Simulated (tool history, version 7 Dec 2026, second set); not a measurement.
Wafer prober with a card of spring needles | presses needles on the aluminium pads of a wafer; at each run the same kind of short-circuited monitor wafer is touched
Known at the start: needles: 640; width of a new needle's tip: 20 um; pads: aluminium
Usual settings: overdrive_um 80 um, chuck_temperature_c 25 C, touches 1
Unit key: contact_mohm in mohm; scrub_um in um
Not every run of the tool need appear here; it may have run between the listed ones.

run	hour	overdrive_um	chuck_temperature_c	touches	contact_mohm	scrub_um
1	0	80	25	1	179	11.08
# hour 3.9: tips cleaned on abrasive film
# hour 10.4: tips cleaned on abrasive film
# hour 16.9: tips cleaned on abrasive film
# hour 23.5: tips cleaned on abrasive film
# hour 28.7: tips cleaned on abrasive film
# hour 35.2: tips cleaned on abrasive film
2	37.5	80	25	1	177	11.04
# hour 41.5: tips cleaned on abrasive film
# hour 48: tips cleaned on abrasive film
# hour 53.2: tips cleaned on abrasive film
# hour 59.7: tips cleaned on abrasive film
# hour 64.9: tips cleaned on abrasive film
3	68.2	80	25	1	188	11.04
# hour 70.9: tips cleaned on abrasive film
# hour 76.1: tips cleaned on abrasive film
# hour 82.6: tips cleaned on abrasive film
# hour 89.1: tips cleaned on abrasive film
# hour 95.6: tips cleaned on abrasive film
4	100.4	62	25	1	225	8.36
# hour 101.8: tips cleaned on abrasive film
# hour 107: tips cleaned on abrasive film
# hour 113.5: tips cleaned on abrasive film
# hour 120: tips cleaned on abrasive film
# hour 126.5: tips cleaned on abrasive film
# hour 133: tips cleaned on abrasive film
# hour 138.2: tips cleaned on abrasive film
5	140	89	25	1	172	12.17
# hour 143.9: tips cleaned on abrasive film
# hour 150.4: tips cleaned on abrasive film
# hour 156.9: tips cleaned on abrasive film
# hour 163.4: tips cleaned on abrasive film
# hour 168.7: tips cleaned on abrasive film
6	173.5	89	25	1	188	12.15
# hour 174.9: tips cleaned on abrasive film
# hour 176.5: height of the first contact set anew
# hour 180.4: tips cleaned on abrasive film
# hour 185.6: tips cleaned on abrasive film
# hour 192.1: tips cleaned on abrasive film
# hour 197.4: tips cleaned on abrasive film
# hour 203.9: tips cleaned on abrasive film
7	207.5	89	25	1	187	11.57
# hour 210.2: tips cleaned on abrasive film
# hour 216.7: tips cleaned on abrasive film
# hour 223.2: tips cleaned on abrasive film
# hour 228.4: tips cleaned on abrasive film
# hour 234.9: tips cleaned on abrasive film
8	238.1	89	67	1	193	11.59
# hour 240.8: tips cleaned on abrasive film
# hour 247.3: tips cleaned on abrasive film
# hour 253.8: tips cleaned on abrasive film
# hour 260.3: tips cleaned on abrasive film
# hour 265.5: tips cleaned on abrasive film
9	270.5	89	67	1	204	11.52
# hour 271.9: tips cleaned on abrasive film
# hour 278.4: tips cleaned on abrasive film
# hour 283.6: tips cleaned on abrasive film
# hour 290.1: tips cleaned on abrasive film
# hour 295.3: tips cleaned on abrasive film
# hour 301.8: tips cleaned on abrasive film
# hour 308.3: tips cleaned on abrasive film
10	309	89	67	1	180	11.59
# hour 314.2: tips cleaned on abrasive film
# hour 320.7: tips cleaned on abrasive film
# hour 327.2: tips cleaned on abrasive film
# hour 333.7: tips cleaned on abrasive film
11	334.3	80	25	1	172	10.19
# hour 339.6: tips cleaned on abrasive film
# hour 346.1: tips cleaned on abrasive film
# hour 352.6: tips cleaned on abrasive film
12	354.8	80	25	1	186	10.21
# hour 358.8: tips cleaned on abrasive film
# hour 365.3: tips cleaned on abrasive film
# hour 371.8: tips cleaned on abrasive film
# hour 378.3: tips cleaned on abrasive film
# hour 384.8: tips cleaned on abrasive film
13	386.2	80	25	1	184	10.13
# hour 390.2: tips cleaned on abrasive film
# hour 395.4: tips cleaned on abrasive film
# hour 401.9: tips cleaned on abrasive film
# hour 408.4: tips cleaned on abrasive film
# hour 413.6: tips cleaned on abrasive film
# hour 420.1: tips cleaned on abrasive film
# hour 425.3: tips cleaned on abrasive film
14	427	73	57	2	189	9.08
# hour 431: tips cleaned on abrasive film
# hour 433.8: height of the first contact set anew, once more
# hour 437.8: tips cleaned on abrasive film
# hour 444.3: tips cleaned on abrasive film
15	449.1	62	111	2	211	8.86
# hour 450.5: tips cleaned on abrasive film
# hour 455.7: tips cleaned on abrasive film
# hour 462.2: tips cleaned on abrasive film
# hour 467.4: tips cleaned on abrasive film
# hour 473.9: tips cleaned on abrasive film
# hour 480.4: tips cleaned on abrasive film
# hour 485.8: tips cleaned on abrasive film
16	485.8	85	54	2	167	12.26
# hour 492.4: tips cleaned on abrasive film
# hour 497.6: tips cleaned on abrasive film
# hour 504.1: tips cleaned on abrasive film
17	507	77	112	2	195	10.94
# hour 509.7: tips cleaned on abrasive film
# hour 514.9: tips cleaned on abrasive film
# hour 521.4: tips cleaned on abrasive film
# hour 527.9: tips cleaned on abrasive film
18	528.3	77	112	2	186	10.9
# hour 533.6: tips cleaned on abrasive film
# hour 540.1: tips cleaned on abrasive film
# hour 545.3: tips cleaned on abrasive film
19	546.8	77	112	2	187	11
# hour 550.7: tips cleaned on abrasive film
# hour 557.2: tips cleaned on abrasive film
# hour 563.7: tips cleaned on abrasive film
# hour 569: tips cleaned on abrasive film
# hour 575.5: tips cleaned on abrasive film
# hour 580.7: tips cleaned on abrasive film
# hour 587.2: tips cleaned on abrasive film
20	588.1	97	54	3	168	13.72
# hour 593.3: tips cleaned on abrasive film
# hour 598.5: tips cleaned on abrasive film
# hour 605: tips cleaned on abrasive film
# hour 610.3: tips cleaned on abrasive film
# hour 616.8: tips cleaned on abrasive film
# hour 623.3: tips cleaned on abrasive film
21	624.7	97	54	3	170	13.75
# hour 628.6: tips cleaned on abrasive film
# hour 635.1: tips cleaned on abrasive film
# hour 641.6: tips cleaned on abrasive film
22	643.6	63	66	2	193	8.83
# hour 647.5: tips cleaned on abrasive film
# hour 654: tips cleaned on abrasive film
# hour 660.5: tips cleaned on abrasive film
23	662.3	67	38	2	186	9.39
# hour 666.3: tips cleaned on abrasive film
# hour 672.8: tips cleaned on abrasive film
# hour 679.3: tips cleaned on abrasive film
# hour 685.8: tips cleaned on abrasive film
# hour 692.3: tips cleaned on abrasive film
# hour 697.5: tips cleaned on abrasive film
# hour 704: tips cleaned on abrasive film
24	704.6	67	48	2	179	9.34

What if the next run were any one of these 3? Each begins from the tool's condition after run 24:
# hour 709.8: tips cleaned on abrasive film
# hour 716.3: tips cleaned on abrasive film
# hour 722.8: tips cleaned on abrasive film
# hour 729.3: tips cleaned on abrasive film
# hour 741.3: card fitted with new needles
# hour 747.2: tips cleaned on abrasive film
A	747.2	80	25	2	?	?
# hour 709.8: tips cleaned on abrasive film
# hour 716.3: tips cleaned on abrasive film
# hour 722.8: tips cleaned on abrasive film
# hour 729.3: tips cleaned on abrasive film
# hour 741.3: card fitted with new needles
# hour 747.2: tips cleaned on abrasive film
B	747.2	74	62	2	?	?
# hour 709.8: tips cleaned on abrasive film
# hour 716.3: tips cleaned on abrasive film
# hour 722.8: tips cleaned on abrasive film
# hour 729.3: tips cleaned on abrasive film
# hour 741.3: card fitted with new needles
# hour 747.2: tips cleaned on abrasive film
C	747.2	80	25	1	?	?

run	contact_mohm	scrub_um
A	165	11.48
B	170	10.56
C	163	11.45
Without the tool's unlogged condition, the same runs would have read:
run	contact_mohm	scrub_um
A	163	11.49
B	169	10.57
C	161	11.46
